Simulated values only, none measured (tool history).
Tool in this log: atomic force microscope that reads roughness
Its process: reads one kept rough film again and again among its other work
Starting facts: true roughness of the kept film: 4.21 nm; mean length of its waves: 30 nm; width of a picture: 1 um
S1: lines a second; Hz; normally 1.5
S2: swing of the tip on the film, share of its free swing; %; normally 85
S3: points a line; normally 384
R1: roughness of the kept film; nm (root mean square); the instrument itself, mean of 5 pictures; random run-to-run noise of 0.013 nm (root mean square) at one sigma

run 1 day=0 | S1=1.5 S2=85 S3=384 | R1=3.168
run 2 day=0.246 | S1=1.5 S2=85 S3=384 | R1=3.139
run 3 day=0.492 | S1=1.5 S2=85 S3=384 | R1=3.143
run 4 day=0.683 | S1=1.5 S2=85 S3=384 | R1=3.142
run 5 day=0.854 | S1=1.5 S2=85 S3=384 | R1=3.146
run 6 day=1.079 | S1=1.5 S2=85 S3=384 | R1=3.165
run 7 day=1.492 | S1=1.5 S2=85 S3=384 | R1=3.13
run 8 day=1.754 | S1=1.5 S2=74 S3=384 | R1=3.302
run 9 day=2.117 | S1=1.5 S2=74 S3=384 | R1=3.292
run 10 day=2.329 | S1=1.5 S2=74 S3=384 | R1=3.301
run 11 day=2.738 | S1=1.5 S2=66 S3=384 | R1=3.377
run 12 day=3.125 | S1=1.5 S2=73 S3=384 | R1=3.282
run 13 day=3.358 | S1=1.5 S2=74 S3=384 | R1=3.287
run 14 day=3.608 | S1=1.5 S2=65 S3=384 | R1=3.393
run 15 day=3.921 | S1=1.5 S2=85 S3=384 | R1=3.153
run 16 day=4.208 | S1=1.5 S2=85 S3=384 | R1=3.115
run 17 day=4.388 | S1=1.5 S2=85 S3=457 | R1=3.15
run 18 day=4.8 | S1=1.34 S2=72 S3=352 | R1=3.343
run 19 day=5.05 | S1=0.68 S2=66 S3=330 | R1=3.435
run 20 day=5.229 | S1=1.31 S2=69 S3=384 | R1=3.393
run 21 day=5.438 | S1=1.5 S2=84 S3=275 | R1=3.144
run 22 day=5.633 | S1=1.5 S2=84 S3=495 | R1=3.163
run 23 day=6.012 | S1=1.25 S2=84 S3=495 | R1=3.21
run 24 day=6.246 | S1=1.25 S2=84 S3=495 | R1=3.21
run 25 day=6.429 | S1=1.25 S2=84 S3=495 | R1=3.228
run 26 day=6.779 | S1=1.25 S2=84 S3=495 | R1=3.208
run 27 day=7.117 | S1=1.25 S2=84 S3=495 | R1=3.211
run 28 day=7.3 | S1=1.25 S2=84 S3=495 | R1=3.233
run 29 day=7.504 | S1=2.9 S2=89 S3=425 | R1=2.763
-- day=7.571 new tip fitted
run 30 day=7.758 | S1=1.2 S2=71 S3=384 | R1=3.379
run 31 day=8.175 | S1=1.2 S2=71 S3=384 | R1=3.376
run 32 day=8.492 | S1=1.2 S2=71 S3=384 | R1=3.355
run 33 day=8.7 | S1=3.77 S2=88 S3=292 | R1=2.608
run 34 day=8.971 | S1=0.88 S2=85 S3=315 | R1=3.273

3 ways to go on from here, each from the tool as it stands after run 34. What would each give?
run A day=9.354 | S1=1.38 S2=85 S3=605 | R1=?
run B day=9.354 | S1=2 S2=67 S3=362 | R1=?
run C day=9.354 | S1=1.5 S2=57 S3=455 | R1=?

run=A R1=3.182
run=B R1=3.324
run=C R1=3.464
With the hidden condition removed and each run's random variation left untouched, the same runs would have given:
run=A R1=3.184
run=B R1=3.326
run=C R1=3.466
